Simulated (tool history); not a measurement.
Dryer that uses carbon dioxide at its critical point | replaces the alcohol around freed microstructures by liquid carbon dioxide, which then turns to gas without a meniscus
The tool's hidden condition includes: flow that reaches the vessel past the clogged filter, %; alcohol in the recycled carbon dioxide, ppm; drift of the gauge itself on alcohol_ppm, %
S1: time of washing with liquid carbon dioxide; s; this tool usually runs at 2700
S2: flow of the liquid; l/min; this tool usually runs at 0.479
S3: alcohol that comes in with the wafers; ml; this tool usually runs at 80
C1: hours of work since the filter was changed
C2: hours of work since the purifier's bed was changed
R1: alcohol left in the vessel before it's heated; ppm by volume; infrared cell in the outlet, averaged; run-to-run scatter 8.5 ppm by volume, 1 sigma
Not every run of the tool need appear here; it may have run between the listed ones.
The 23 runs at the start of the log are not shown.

run	day	S1	S2	S3	C1	C2	R1
24	8.538	3360	0.479	80	124	139	242
25	8.858	2700	0.573	80	127	141	266
26	9.150	2700	0.573	80	130	144	279
27	9.554	2700	0.479	55	133	148	397
28	9.758	2700	0.479	79	135	149	547
29	10.104	1680	0.488	105	138	153	2684
30	10.333	3780	0.548	25	140	155	35
31	10.617	3780	0.548	25	143	157	34
32	10.996	3780	0.548	25	146	161	38
33	11.283	3360	0.788	27	149	163	21
34	11.588	2400	0.453	82	152	166	1049
35	12.067	2460	0.338	45	156	170	1233
36	12.396	2460	0.338	45	159	173	1245
37	12.804	2460	0.338	45	162	177	1234
38	13.050	2460	0.338	45	165	179	1222
39	13.338	2700	0.678	26	167	182	69
40	13.600	4200	0.317	26	170	184	200
41	13.975	4200	0.317	26	173	187	214
42	14.292	4200	0.317	26	176	190	213
43	14.500	2520	0.505	50	178	192	396
44	14.825	4080	0.505	92	181	195	115
45	15.262	4260	0.560	80	185	199	44
46	15.500	4260	0.560	80	187	201	61
47	15.879	3540	0.755	78	190	204	37

What if the next run were any one of these 4? Each begins from the tool's condition after run 47:
A	16.296	3540	0.427	78	194	208	?
B	16.296	2700	0.479	81	194	208	?
C	16.296	2700	0.479	21	194	208	?
D	16.296	3120	0.479	54	194	208	?

run	R1
A	359
B	611
C	180
D	254
Had the tool no hidden state, the same runs would have come out as:
run	R1
A	261
B	466
C	125
D	178
